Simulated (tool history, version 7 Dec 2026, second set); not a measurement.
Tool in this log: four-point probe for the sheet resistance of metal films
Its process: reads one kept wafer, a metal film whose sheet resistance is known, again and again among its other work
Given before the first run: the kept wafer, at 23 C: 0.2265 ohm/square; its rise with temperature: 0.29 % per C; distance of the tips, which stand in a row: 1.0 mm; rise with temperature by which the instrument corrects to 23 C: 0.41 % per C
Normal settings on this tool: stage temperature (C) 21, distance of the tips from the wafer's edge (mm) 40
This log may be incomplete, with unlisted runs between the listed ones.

run	hour	stage temperature (C)	distance of the tips from the wafer's edge (mm)	sheet resistance as the instrument gives it (ohm/square)
1	0	21	40	0.226466
2	8.7	21	40	0.226428
3	17.9	21	40	0.226378
4	35.1	21	40	0.226433
5	45.7	21	10	0.227561
6	62.3	27	10	0.225972
7	80.4	27	10	0.225917
8	97.8	27	10	0.225908
9	107.9	21	40	0.226352
10	118.4	23	40	0.225823
11	135.9	23	40	0.225841
12	145.9	23	40	0.225803
13	158.5	21	52	0.226302
14	169.8	24	12	0.226318
15	180.4	20	13	0.227259
16	191.3	20	13	0.227185
17	202.7	35	44	0.222672
18	210.9	21	27	0.226384
19	223.1	21	5	0.231005
20	231.6	29	38	0.224134
21	246.2	29	38	0.224132
22	255.2	30	38	0.223943
23	268.8	19	3	0.239498

Branching from run 23: 5 alternative next runs. What would each branch give?
A	279.4	31	14	?
B	279.4	19	49	?
C	279.4	21	16	?
D	279.4	24	8	?
E	279.4	32	55	?

run	sheet resistance as the instrument gives it (ohm/square)
A	0.22417
B	0.226731
C	0.22659
D	0.22725
E	0.22338
Without the tool's unlogged condition, the same runs would have read:
run	sheet resistance as the instrument gives it (ohm/square)
A	0.225034
B	0.227608
C	0.227466
D	0.228127
E	0.224241
